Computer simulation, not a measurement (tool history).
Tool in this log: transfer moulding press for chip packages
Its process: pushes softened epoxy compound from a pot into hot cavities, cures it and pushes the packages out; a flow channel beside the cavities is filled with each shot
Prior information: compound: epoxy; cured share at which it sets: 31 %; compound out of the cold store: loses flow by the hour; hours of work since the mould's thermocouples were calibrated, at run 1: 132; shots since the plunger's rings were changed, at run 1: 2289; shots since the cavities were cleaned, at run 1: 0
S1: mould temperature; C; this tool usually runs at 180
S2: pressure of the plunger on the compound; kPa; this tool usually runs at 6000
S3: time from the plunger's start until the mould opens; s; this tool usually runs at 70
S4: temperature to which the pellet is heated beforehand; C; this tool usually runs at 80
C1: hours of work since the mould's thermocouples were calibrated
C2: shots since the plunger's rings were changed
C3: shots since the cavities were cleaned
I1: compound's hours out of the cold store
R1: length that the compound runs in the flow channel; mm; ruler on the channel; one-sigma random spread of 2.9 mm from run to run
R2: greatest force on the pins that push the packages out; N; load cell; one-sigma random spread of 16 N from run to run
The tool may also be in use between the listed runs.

| run | hour | S1 | S2 | S3 | S4 | C1 | C2 | C3 | I1 | R1 | R2 |
|---|---|---|---|---|---|---|---|---|---|---|---|
| 1 | 0.0 | 180 | 6000 | 70 | 80 | 132 | 2289 | 0 | 40.1 | 532 | 780 |
| 2 | 7.4 | 180 | 6000 | 70 | 80 | 137 | 2399 | 110 | 31.8 | 547 | 893 |
| 3 | 13.4 | 180 | 6000 | 70 | 80 | 141 | 2489 | 200 | 36.2 | 541 | 973 |
| 4 | 22.4 | 180 | 6000 | 70 | 80 | 147 | 2624 | 335 | 13.5 | 585 | 1158 |
| 5 | 28.4 | 180 | 6000 | 70 | 83 | 152 | 2713 | 424 | 37.7 | 537 | 1066 |
| 6 | 36.6 | 180 | 6000 | 58 | 80 | 157 | 2834 | 545 | 22.7 | 557 | 1983 |
| 7 | 41.6 | 180 | 6000 | 58 | 80 | 161 | 2910 | 621 | 15.4 | 573 | 2096 |
|  | 46.0 | cavities cleaned with cleaning compound and waxed |
| 8 | 47.8 | 180 | 6000 | 58 | 80 | 164 | 2979 | 26 | 10.9 | 582 | 2523 |
| 9 | 57.3 | 180 | 6000 | 58 | 80 | 171 | 3121 | 168 | 10.3 | 585 | 2508 |
| 10 | 65.5 | 180 | 6000 | 70 | 89 | 177 | 3244 | 291 | 44.2 | 518 | 1343 |
| 11 | 69.7 | 180 | 6000 | 70 | 89 | 180 | 3306 | 353 | 43.3 | 516 | 1344 |
| 12 | 75.4 | 180 | 6000 | 70 | 80 | 184 | 3390 | 437 | 40.0 | 521 | 1387 |
|  | 79.0 | cavities cleaned with cleaning compound and waxed, once more |
| 13 | 83.1 | 180 | 6000 | 70 | 80 | 188 | 3483 | 62 | 39.7 | 519 | 840 |
| 14 | 92.6 | 180 | 6000 | 70 | 80 | 195 | 3625 | 204 | 25.1 | 551 | 997 |
| 15 | 99.9 | 180 | 6150 | 62 | 79 | 200 | 3733 | 312 | 27.8 | 549 | 1459 |
| 16 | 106.5 | 180 | 6150 | 62 | 79 | 205 | 3831 | 410 | 27.5 | 547 | 1579 |
| 17 | 112.0 | 185 | 6000 | 70 | 70 | 208 | 3914 | 493 | 23.7 | 536 | 890 |
| 18 | 118.4 | 185 | 6000 | 61 | 70 | 213 | 4009 | 588 | 22.3 | 535 | 1333 |
|  | 124.9 | cavities cleaned with cleaning compound and waxed |
| 19 | 124.9 | 185 | 6000 | 61 | 70 | 216 | 4084 | 0 | 40.5 | 507 | 809 |
| 20 | 129.0 | 185 | 7400 | 85 | 70 | 219 | 4145 | 61 | 39.6 | 565 | 512 |
| 21 | 133.9 | 180 | 6000 | 70 | 80 | 223 | 4218 | 134 | 37.0 | 524 | 893 |
| 22 | 143.4 | 180 | 6000 | 70 | 80 | 229 | 4359 | 275 | 20.2 | 554 | 1068 |
| 23 | 151.4 | 180 | 6000 | 70 | 80 | 235 | 4478 | 394 | 38.5 | 514 | 1055 |
| 24 | 159.6 | 175 | 6700 | 70 | 84 | 241 | 4601 | 517 | 20.9 | 596 | 1611 |
| 25 | 166.6 | 175 | 6700 | 63 | 84 | 246 | 4706 | 622 | 47.4 | 537 | 2031 |
|  | 171.4 | cavities cleaned with cleaning compound and waxed |
| 26 | 176.2 | 175 | 6700 | 63 | 84 | 251 | 4826 | 71 | 19.3 | 589 | 1665 |
| 27 | 183.4 | 180 | 5990 | 70 | 86 | 257 | 4933 | 178 | 28.1 | 535 | 931 |
| 28 | 189.6 | 177 | 6000 | 70 | 80 | 261 | 5025 | 270 | 40.2 | 516 | 1199 |

Per-run results on a tool with no hidden state, each run keeping its own random variation:
The hidden state here: true mould temperature over the reading, C; pressure that reaches the compound, % of what is set; grip of the stained cavities, % over clean ones'; drift of the gauge itself on flow_mm, %; drift of the gauge itself on push_out_n, %.
| run | R1 | R2 |
|---|---|---|
| 1 | 550 | 786 |
| 2 | 567 | 804 |
| 3 | 561 | 813 |
| 4 | 608 | 880 |
| 5 | 559 | 773 |
| 6 | 581 | 1361 |
| 7 | 598 | 1401 |
| 8 | 608 | 1448 |
| 9 | 613 | 1430 |
| 10 | 543 | 766 |
| 11 | 542 | 767 |
| 12 | 548 | 787 |
| 13 | 547 | 792 |
| 14 | 582 | 828 |
| 15 | 581 | 1123 |
| 16 | 580 | 1155 |
| 17 | 569 | 624 |
| 18 | 569 | 910 |
| 19 | 539 | 823 |
| 20 | 601 | 471 |
| 21 | 559 | 789 |
| 22 | 592 | 851 |
| 23 | 551 | 784 |
| 24 | 640 | 1135 |
| 25 | 578 | 1368 |
| 26 | 634 | 1532 |
| 27 | 577 | 788 |
| 28 | 558 | 951 |

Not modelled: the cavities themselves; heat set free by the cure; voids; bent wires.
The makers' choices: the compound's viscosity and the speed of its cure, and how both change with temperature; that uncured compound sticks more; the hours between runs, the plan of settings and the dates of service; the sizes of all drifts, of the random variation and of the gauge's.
